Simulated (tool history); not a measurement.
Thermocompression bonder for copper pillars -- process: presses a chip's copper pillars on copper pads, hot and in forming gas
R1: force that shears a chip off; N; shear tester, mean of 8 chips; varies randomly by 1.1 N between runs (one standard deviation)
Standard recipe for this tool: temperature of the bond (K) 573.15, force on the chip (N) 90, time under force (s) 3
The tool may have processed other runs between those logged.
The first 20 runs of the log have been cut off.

run 21 day=32.154 | temperature_of_the_bond_(K)=580.15 force_on_the_chip_(N)=90 time_under_force_(s)=2 | R1=76.2
-- day=33.246 forming gas filter changed
run 22 day=33.442 | temperature_of_the_bond_(K)=561.15 force_on_the_chip_(N)=60 time_under_force_(s)=3 | R1=56.6
run 23 day=34.783 | temperature_of_the_bond_(K)=561.15 force_on_the_chip_(N)=60 time_under_force_(s)=3 | R1=56.6
run 24 day=35.667 | temperature_of_the_bond_(K)=583.15 force_on_the_chip_(N)=115 time_under_force_(s)=2 | R1=103.2
run 25 day=36.625 | temperature_of_the_bond_(K)=581.15 force_on_the_chip_(N)=115 time_under_force_(s)=3 | R1=111.9
run 26 day=37.583 | temperature_of_the_bond_(K)=598.15 force_on_the_chip_(N)=123 time_under_force_(s)=8 | R1=130.8
run 27 day=39.329 | temperature_of_the_bond_(K)=596.15 force_on_the_chip_(N)=90 time_under_force_(s)=3 | R1=99.4
run 28 day=40.933 | temperature_of_the_bond_(K)=545.15 force_on_the_chip_(N)=110 time_under_force_(s)=2 | R1=74.5
run 29 day=42.838 | temperature_of_the_bond_(K)=574.15 force_on_the_chip_(N)=78 time_under_force_(s)=5 | R1=90.5
run 30 day=44.8 | temperature_of_the_bond_(K)=574.15 force_on_the_chip_(N)=78 time_under_force_(s)=5 | R1=86.9
run 31 day=45.996 | temperature_of_the_bond_(K)=603.15 force_on_the_chip_(N)=64 time_under_force_(s)=7 | R1=97.9
run 32 day=46.883 | temperature_of_the_bond_(K)=596.15 force_on_the_chip_(N)=86 time_under_force_(s)=4 | R1=99.8
run 33 day=48.567 | temperature_of_the_bond_(K)=573.15 force_on_the_chip_(N)=107 time_under_force_(s)=3 | R1=93.8
run 34 day=49.638 | temperature_of_the_bond_(K)=573.15 force_on_the_chip_(N)=107 time_under_force_(s)=3 | R1=94.9
run 35 day=50.579 | temperature_of_the_bond_(K)=573.15 force_on_the_chip_(N)=103 time_under_force_(s)=2 | R1=81.7
run 36 day=52.158 | temperature_of_the_bond_(K)=573.15 force_on_the_chip_(N)=103 time_under_force_(s)=2 | R1=83.2
run 37 day=54.079 | temperature_of_the_bond_(K)=573.15 force_on_the_chip_(N)=103 time_under_force_(s)=2 | R1=82.3
run 38 day=55.471 | temperature_of_the_bond_(K)=585.15 force_on_the_chip_(N)=84 time_under_force_(s)=2 | R1=73.5

What will run 39 give?
run 39 day=57.567 | temperature_of_the_bond_(K)=585.15 force_on_the_chip_(N)=75 time_under_force_(s)=3 | R1=?

{"run 39": {"R1": 75.3}}
Were there no unlogged condition in the tool, this run, its random variation unchanged, would have produced R1 92.1 N.

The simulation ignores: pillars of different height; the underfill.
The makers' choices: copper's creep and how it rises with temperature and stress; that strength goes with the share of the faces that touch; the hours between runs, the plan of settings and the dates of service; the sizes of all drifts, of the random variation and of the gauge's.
